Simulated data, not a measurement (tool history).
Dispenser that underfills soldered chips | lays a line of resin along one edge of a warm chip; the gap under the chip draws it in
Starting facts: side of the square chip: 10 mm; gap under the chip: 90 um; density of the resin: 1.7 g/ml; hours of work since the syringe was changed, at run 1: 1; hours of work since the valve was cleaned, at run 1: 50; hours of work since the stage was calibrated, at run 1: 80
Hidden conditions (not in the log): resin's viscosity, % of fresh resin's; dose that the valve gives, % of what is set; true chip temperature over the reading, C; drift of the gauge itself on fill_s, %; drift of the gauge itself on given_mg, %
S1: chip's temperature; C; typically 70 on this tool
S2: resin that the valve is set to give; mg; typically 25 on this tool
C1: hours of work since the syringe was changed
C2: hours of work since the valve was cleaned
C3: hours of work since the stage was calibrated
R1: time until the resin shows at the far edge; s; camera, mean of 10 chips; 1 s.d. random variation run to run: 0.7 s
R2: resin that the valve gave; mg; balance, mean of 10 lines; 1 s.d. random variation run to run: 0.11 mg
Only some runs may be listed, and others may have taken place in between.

| run | hour | S1 | S2 | C1 | C2 | C3 | R1 | R2 |
|---|---|---|---|---|---|---|---|---|
| 1 | 0 | 70 | 25 | 1 | 50 | 80 | 67.9 | 24.34 |
| 2 | 7.3 | 77 | 25 | 5 | 55 | 85 | 60.5 | 23.96 |
|  | 9.4 | new syringe of resin |
| 3 | 11.4 | 77 | 29.5 | 1 | 57 | 87 | 50 | 28.12 |
| 4 | 16.9 | 77 | 29.5 | 5 | 61 | 91 | 59.5 | 28.16 |
|  | 20 | new syringe of resin |
| 5 | 21.7 | 70 | 25 | 1 | 64 | 94 | 69.3 | 23.75 |
| 6 | 25.6 | 70 | 25 | 4 | 67 | 96 | 78.7 | 23.96 |
|  | 30.8 | new syringe of resin |
| 7 | 31.9 | 70 | 25 | 1 | 70 | 100 | 67.5 | 23.64 |
| 8 | 37.5 | 70 | 25 | 4 | 74 | 104 | 84.4 | 23.71 |
|  | 41.5 | new syringe of resin |
| 9 | 43.2 | 70 | 25 | 1 | 78 | 107 | 71.6 | 23.72 |
| 10 | 47.7 | 70 | 25 | 4 | 81 | 110 | 81.8 | 23.75 |
| 11 | 51.4 | 84 | 25 | 6 | 83 | 113 | 44.7 | 23.65 |
|  | 52.3 | new syringe of resin |
| 12 | 57.1 | 76 | 25 | 3 | 86 | 116 | 57 | 23.54 |
| 13 | 61.5 | 76 | 25 | 6 | 89 | 119 | 67.4 | 23.5 |
|  | 63 | new syringe of resin |
| 14 | 66.9 | 76 | 25 | 3 | 93 | 122 | 56.2 | 23.21 |
| 15 | 71.9 | 70 | 25 | 6 | 96 | 125 | 88.4 | 23.15 |
|  | 73.5 | new syringe of resin |
| 16 | 79.2 | 70 | 22.4 | 4 | 100 | 130 | 82.7 | 20.69 |
|  | 84.2 | new syringe of resin |
| 17 | 84.7 | 60 | 22.4 | 0 | 104 | 133 | 120.5 | 20.6 |
| 18 | 91.1 | 79 | 22.6 | 4 | 108 | 138 | 54.1 | 20.94 |
|  | 94.9 | new syringe of resin |
| 19 | 97.2 | 79 | 22.6 | 1 | 112 | 141 | 46.6 | 20.82 |

Run 20, settings as shown, results not yet in. Your forecast:
| 20 | 104.6 | 59 | 26.5 | 6 | 117 | 146 | ? | ? |

{"run 20": {"R1": 170.7, "R2": 24.23}}
Were there no unlogged condition in the tool, this run, its random variation unchanged, would have produced R1 114.9 s, R2 26.51 mg.
